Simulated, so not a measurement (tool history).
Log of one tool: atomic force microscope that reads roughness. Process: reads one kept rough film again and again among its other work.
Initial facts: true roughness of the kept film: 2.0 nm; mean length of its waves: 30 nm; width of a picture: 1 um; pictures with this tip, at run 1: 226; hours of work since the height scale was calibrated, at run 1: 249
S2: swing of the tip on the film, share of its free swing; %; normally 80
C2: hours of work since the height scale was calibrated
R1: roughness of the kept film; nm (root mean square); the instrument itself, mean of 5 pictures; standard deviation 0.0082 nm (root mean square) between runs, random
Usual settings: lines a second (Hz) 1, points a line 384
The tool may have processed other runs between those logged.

{"run": 1, "hour": 0.0, "lines a second (Hz)": 1, "S2": 80, "points a line": 384, "pictures with this tip": 226, "C2": 249, "R1": 1.683}
{"run": 2, "hour": 13.8, "lines a second (Hz)": 1, "S2": 80, "points a line": 672, "pictures with this tip": 242, "C2": 255, "R1": 1.675}
{"run": 3, "hour": 28.7, "lines a second (Hz)": 1, "S2": 80, "points a line": 672, "pictures with this tip": 260, "C2": 262, "R1": 1.677}
{"hour": 31.7, "done": "new tip fitted"}
{"run": 4, "hour": 44.5, "lines a second (Hz)": 1, "S2": 79, "points a line": 384, "pictures with this tip": 15, "C2": 269, "R1": 1.794}
{"run": 5, "hour": 55.9, "lines a second (Hz)": 1, "S2": 80, "points a line": 545, "pictures with this tip": 29, "C2": 274, "R1": 1.783}
{"run": 6, "hour": 78.4, "lines a second (Hz)": 1, "S2": 80, "points a line": 545, "pictures with this tip": 55, "C2": 284, "R1": 1.786}
{"run": 7, "hour": 93.1, "lines a second (Hz)": 1, "S2": 80, "points a line": 384, "pictures with this tip": 73, "C2": 291, "R1": 1.767}
{"run": 8, "hour": 104.8, "lines a second (Hz)": 1, "S2": 80, "points a line": 384, "pictures with this tip": 87, "C2": 296, "R1": 1.76}
{"run": 9, "hour": 129.4, "lines a second (Hz)": 1, "S2": 80, "points a line": 384, "pictures with this tip": 116, "C2": 307, "R1": 1.749}
{"run": 10, "hour": 141.4, "lines a second (Hz)": 1.37, "S2": 60, "points a line": 384, "pictures with this tip": 130, "C2": 313, "R1": 1.789}
{"run": 11, "hour": 168.9, "lines a second (Hz)": 1, "S2": 61, "points a line": 384, "pictures with this tip": 163, "C2": 325, "R1": 1.776}
{"run": 12, "hour": 186.9, "lines a second (Hz)": 1.89, "S2": 68, "points a line": 339, "pictures with this tip": 184, "C2": 333, "R1": 1.718}
{"run": 13, "hour": 211.7, "lines a second (Hz)": 1.89, "S2": 68, "points a line": 606, "pictures with this tip": 214, "C2": 344, "R1": 1.699}
{"run": 14, "hour": 234.4, "lines a second (Hz)": 1.89, "S2": 68, "points a line": 606, "pictures with this tip": 241, "C2": 355, "R1": 1.697}
{"run": 15, "hour": 246.5, "lines a second (Hz)": 1.49, "S2": 80, "points a line": 548, "pictures with this tip": 255, "C2": 360, "R1": 1.639}
{"hour": 254.6, "done": "new tip fitted"}
{"run": 16, "hour": 265.0, "lines a second (Hz)": 1.49, "S2": 80, "points a line": 548, "pictures with this tip": 12, "C2": 368, "R1": 1.748}
{"run": 17, "hour": 285.9, "lines a second (Hz)": 0.66, "S2": 71, "points a line": 408, "pictures with this tip": 37, "C2": 378, "R1": 1.816}

Below are 3 alternative next runs, each starting from the tool's condition after run 17. Predict each:
{"run": "A", "hour": 300.3, "lines a second (Hz)": 0.66, "S2": 85, "points a line": 408, "pictures with this tip": 54, "C2": 384, "R1": "?"}
{"run": "B", "hour": 300.3, "lines a second (Hz)": 0.67, "S2": 71, "points a line": 313, "pictures with this tip": 54, "C2": 384, "R1": "?"}
{"run": "C", "hour": 300.3, "lines a second (Hz)": 0.55, "S2": 76, "points a line": 266, "pictures with this tip": 54, "C2": 384, "R1": "?"}

run=A R1=1.802
run=B R1=1.822
run=C R1=1.812
What these runs would have given with no unlogged condition in the tool:
run=A R1=1.838
run=B R1=1.859
run=C R1=1.848
